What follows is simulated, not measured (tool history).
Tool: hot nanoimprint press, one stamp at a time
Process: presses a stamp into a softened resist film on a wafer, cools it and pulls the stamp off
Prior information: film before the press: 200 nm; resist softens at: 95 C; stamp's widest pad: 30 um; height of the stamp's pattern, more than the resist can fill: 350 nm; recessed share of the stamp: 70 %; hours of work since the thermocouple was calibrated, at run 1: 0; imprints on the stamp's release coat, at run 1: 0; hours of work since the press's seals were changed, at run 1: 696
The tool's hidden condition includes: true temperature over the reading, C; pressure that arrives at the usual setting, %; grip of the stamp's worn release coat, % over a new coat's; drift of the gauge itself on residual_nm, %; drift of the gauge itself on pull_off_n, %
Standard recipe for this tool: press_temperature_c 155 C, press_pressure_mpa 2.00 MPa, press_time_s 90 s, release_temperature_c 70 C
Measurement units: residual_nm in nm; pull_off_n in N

run	day	press_temperature_c	press_pressure_mpa	press_time_s	release_temperature_c	hours of work since the thermocouple was calibrated	imprints on the stamp's release coat	hours of work since the press's seals were changed	residual_nm	pull_off_n
1	0.000	155	2.00	90	70	0	0	696	100.6	159
2	1.296	155	2.00	90	70	23	106	720	100.2	154
3	4.067	155	2.00	52	70	73	335	770	121.3	156
4	6.508	155	2.00	156	70	118	536	814	84.8	168
5	8.688	155	2.00	156	70	157	716	853	86.5	164
6	10.925	155	2.00	156	70	197	900	894	86.1	169
7	12.129	155	2.00	156	70	219	1000	915	87.2	171
8	14.171	155	2.00	156	70	256	1168	952	87.2	176
# day 14.412: plate thermocouple calibrated
9	17.125	155	2.00	90	70	49	1401	1003	108.1	180
10	18.625	155	2.00	90	70	76	1525	1031	110.0	175
11	20.904	155	2.00	90	70	117	1713	1072	110.7	177
# day 22.129: stamp cleaned and given a new release coat
12	23.575	155	2.00	90	70	161	119	1115	111.1	156
13	26.108	155	2.00	90	70	207	328	1161	114.1	164
# day 27.883: plate thermocouple calibrated, once more
14	28.000	155	2.00	90	70	2	474	1193	102.2	165
15	30.208	155	2.00	90	70	42	656	1233	102.6	169
16	32.096	155	2.00	90	76	76	812	1267	103.1	161
17	34.621	155	2.00	90	76	122	1020	1313	103.4	160
# day 37.275: press's hydraulic seals changed and the load cell set to zero
18	37.608	155	1.56	104	68	170	1238	6	108.4	177
19	40.100	161	2.00	90	63	215	1444	51	73.6	187
20	42.500	155	1.46	84	70	258	1642	94	118.1	184
# day 44.646: stamp cleaned and given a new release coat
21	44.729	155	1.73	90	64	294	7	130	109.2	172
22	47.346	155	2.00	54	70	341	223	177	120.9	162
23	49.554	155	2.00	54	70	381	405	217	123.3	159
24	51.092	148	1.84	83	70	409	532	245	154.1	166
25	53.250	156	1.84	83	70	448	709	284	108.2	168
# day 54.654: plate thermocouple calibrated
26	55.833	155	1.36	116	62	21	912	329	108.6	177
27	58.408	144	1.43	60	74	68	1124	375	181.7	166
28	60.983	150	2.27	57	60	114	1337	422	138.3	190
29	62.288	143	2.23	90	70	138	1444	445	164.7	177

Branching from run 29: 5 alternative next runs. What would each branch give?
A	65.204	165	1.76	79	70	191	1685	498	?	?
B	65.204	145	2.00	77	78	191	1685	498	?	?
C	65.204	155	2.00	159	70	191	1685	498	?	?
D	65.204	155	2.00	90	57	191	1685	498	?	?
E	65.204	167	2.00	90	70	191	1685	498	?	?

run	residual_nm	pull_off_n
A	68.9	184
B	164.4	169
C	83.4	181
D	102.1	199
E	55.3	182
With the hidden condition removed and each run's random variation left untouched, the same runs would have given:
run	residual_nm	pull_off_n
A	65.2	160
B	159.2	147
C	78.3	157
D	96.5	173
E	52.2	158
